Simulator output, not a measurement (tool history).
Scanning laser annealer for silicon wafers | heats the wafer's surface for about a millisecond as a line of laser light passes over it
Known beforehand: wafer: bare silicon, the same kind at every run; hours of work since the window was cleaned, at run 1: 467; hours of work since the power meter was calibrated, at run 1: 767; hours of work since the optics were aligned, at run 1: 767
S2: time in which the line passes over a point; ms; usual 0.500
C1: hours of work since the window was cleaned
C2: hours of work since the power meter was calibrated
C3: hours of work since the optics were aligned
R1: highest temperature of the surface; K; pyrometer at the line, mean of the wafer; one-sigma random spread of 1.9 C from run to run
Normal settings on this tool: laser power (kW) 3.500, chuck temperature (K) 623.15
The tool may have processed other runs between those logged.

run 1 hour=0.0 | laser_power_(kW)=3.500 S2=0.500 chuck_temperature_(K)=623.15 | C1=467 C2=767 C3=767 | R1=1420.15
run 2 hour=61.4 | laser_power_(kW)=3.500 S2=0.500 chuck_temperature_(K)=623.15 | C1=493 C2=792 C3=792 | R1=1421.15
run 3 hour=110.7 | laser_power_(kW)=3.500 S2=0.500 chuck_temperature_(K)=623.15 | C1=513 C2=813 C3=813 | R1=1422.15
run 4 hour=158.7 | laser_power_(kW)=3.500 S2=0.500 chuck_temperature_(K)=623.15 | C1=533 C2=832 C3=832 | R1=1418.15
-- hour=196.0 optics aligned, line set to its width
run 5 hour=253.5 | laser_power_(kW)=3.500 S2=0.500 chuck_temperature_(K)=623.15 | C1=570 C2=870 C3=24 | R1=1432.15
run 6 hour=307.9 | laser_power_(kW)=3.019 S2=0.500 chuck_temperature_(K)=623.15 | C1=592 C2=892 C3=46 | R1=1318.15
run 7 hour=392.6 | laser_power_(kW)=3.019 S2=0.500 chuck_temperature_(K)=623.15 | C1=627 C2=927 C3=81 | R1=1316.15
run 8 hour=432.0 | laser_power_(kW)=3.019 S2=0.500 chuck_temperature_(K)=623.15 | C1=644 C2=943 C3=98 | R1=1316.15
run 9 hour=486.0 | laser_power_(kW)=3.019 S2=0.500 chuck_temperature_(K)=623.15 | C1=666 C2=966 C3=120 | R1=1314.15
run 10 hour=527.4 | laser_power_(kW)=3.019 S2=0.500 chuck_temperature_(K)=623.15 | C1=683 C2=983 C3=137 | R1=1312.15
run 11 hour=579.8 | laser_power_(kW)=3.087 S2=0.500 chuck_temperature_(K)=623.15 | C1=705 C2=1004 C3=159 | R1=1332.15
run 12 hour=666.6 | laser_power_(kW)=3.087 S2=0.500 chuck_temperature_(K)=623.15 | C1=741 C2=1040 C3=194 | R1=1326.15
run 13 hour=753.9 | laser_power_(kW)=3.087 S2=0.500 chuck_temperature_(K)=623.15 | C1=777 C2=1076 C3=230 | R1=1327.15
run 14 hour=803.5 | laser_power_(kW)=3.087 S2=0.500 chuck_temperature_(K)=623.15 | C1=797 C2=1097 C3=251 | R1=1327.15
run 15 hour=845.6 | laser_power_(kW)=3.087 S2=0.500 chuck_temperature_(K)=623.15 | C1=815 C2=1114 C3=268 | R1=1323.15
run 16 hour=914.8 | laser_power_(kW)=3.087 S2=0.500 chuck_temperature_(K)=623.15 | C1=843 C2=1143 C3=297 | R1=1324.15
run 17 hour=966.6 | laser_power_(kW)=3.500 S2=0.500 chuck_temperature_(K)=623.15 | C1=865 C2=1164 C3=318 | R1=1422.15
run 18 hour=1020.6 | laser_power_(kW)=3.500 S2=0.500 chuck_temperature_(K)=623.15 | C1=887 C2=1186 C3=341 | R1=1418.15
-- hour=1046.3 window over the wafer cleaned
run 19 hour=1068.6 | laser_power_(kW)=3.500 S2=0.500 chuck_temperature_(K)=623.15 | C1=9 C2=1205 C3=360 | R1=1444.15
run 20 hour=1145.8 | laser_power_(kW)=3.500 S2=0.500 chuck_temperature_(K)=623.15 | C1=41 C2=1237 C3=392 | R1=1442.15
run 21 hour=1214.0 | laser_power_(kW)=3.500 S2=0.500 chuck_temperature_(K)=598.15 | C1=69 C2=1265 C3=420 | R1=1416.15
run 22 hour=1261.0 | laser_power_(kW)=3.837 S2=0.504 chuck_temperature_(K)=598.15 | C1=89 C2=1285 C3=439 | R1=1505.15
run 23 hour=1306.9 | laser_power_(kW)=3.339 S2=0.504 chuck_temperature_(K)=643.15 | C1=108 C2=1304 C3=458 | R1=1425.15
run 24 hour=1362.8 | laser_power_(kW)=3.339 S2=0.358 chuck_temperature_(K)=632.15 | C1=131 C2=1327 C3=481 | R1=1280.15
run 25 hour=1416.8 | laser_power_(kW)=3.339 S2=0.358 chuck_temperature_(K)=632.15 | C1=153 C2=1349 C3=503 | R1=1279.15
run 26 hour=1495.0 | laser_power_(kW)=3.412 S2=0.500 chuck_temperature_(K)=623.15 | C1=185 C2=1382 C3=536 | R1=1415.15
run 27 hour=1585.7 | laser_power_(kW)=3.500 S2=0.593 chuck_temperature_(K)=623.15 | C1=223 C2=1419 C3=573 | R1=1516.15
run 28 hour=1648.0 | laser_power_(kW)=3.412 S2=0.500 chuck_temperature_(K)=644.15 | C1=249 C2=1445 C3=599 | R1=1437.15
run 29 hour=1716.8 | laser_power_(kW)=3.412 S2=0.500 chuck_temperature_(K)=644.15 | C1=277 C2=1473 C3=627 | R1=1436.15
run 30 hour=1773.2 | laser_power_(kW)=3.739 S2=0.413 chuck_temperature_(K)=623.15 | C1=300 C2=1496 C3=651 | R1=1400.15
run 31 hour=1837.7 | laser_power_(kW)=3.812 S2=0.364 chuck_temperature_(K)=623.15 | C1=327 C2=1523 C3=677 | R1=1363.15
run 32 hour=1918.5 | laser_power_(kW)=3.633 S2=0.351 chuck_temperature_(K)=646.15 | C1=360 C2=1556 C3=711 | R1=1336.15
run 33 hour=2004.8 | laser_power_(kW)=3.459 S2=0.433 chuck_temperature_(K)=586.15 | C1=396 C2=1592 C3=746 | R1=1316.15
run 34 hour=2062.5 | laser_power_(kW)=3.459 S2=0.449 chuck_temperature_(K)=600.15 | C1=420 C2=1616 C3=770 | R1=1348.15
run 35 hour=2120.4 | laser_power_(kW)=3.709 S2=0.368 chuck_temperature_(K)=600.15 | C1=444 C2=1640 C3=794 | R1=1320.15
run 36 hour=2198.8 | laser_power_(kW)=3.500 S2=0.438 chuck_temperature_(K)=663.15 | C1=476 C2=1672 C3=826 | R1=1411.15
-- hour=2253.3 optics aligned, line set to its width
run 37 hour=2294.3 | laser_power_(kW)=3.500 S2=0.438 chuck_temperature_(K)=663.15 | C1=513 C2=1710 C3=17 | R1=1421.15
run 38 hour=2377.8 | laser_power_(kW)=3.500 S2=0.438 chuck_temperature_(K)=663.15 | C1=548 C2=1744 C3=51 | R1=1418.15
run 39 hour=2462.5 | laser_power_(kW)=3.425 S2=0.529 chuck_temperature_(K)=663.15 | C1=583 C2=1779 C3=86 | R1=1482.15
run 40 hour=2501.3 | laser_power_(kW)=3.425 S2=0.558 chuck_temperature_(K)=599.15 | C1=599 C2=1795 C3=102 | R1=1438.15

Alternative continuations, all from the tool just after run 40; predict every row:
run A hour=2567.0 | laser_power_(kW)=3.425 S2=0.418 chuck_temperature_(K)=599.15 | C1=626 C2=1822 C3=130 | R1=?
run B hour=2567.0 | laser_power_(kW)=3.534 S2=0.435 chuck_temperature_(K)=609.15 | C1=626 C2=1822 C3=130 | R1=?
run C hour=2567.0 | laser_power_(kW)=3.571 S2=0.503 chuck_temperature_(K)=590.15 | C1=626 C2=1822 C3=130 | R1=?
run D hour=2567.0 | laser_power_(kW)=3.001 S2=0.500 chuck_temperature_(K)=633.15 | C1=626 C2=1822 C3=130 | R1=?

run=A R1=1317.15
run=B R1=1364.15
run=C R1=1420.15
run=D R1=1325.15
Had the tool no hidden state, the same runs would have come out as:
run=A R1=1335.15
run=B R1=1383.15
run=C R1=1441.15
run=D R1=1343.15
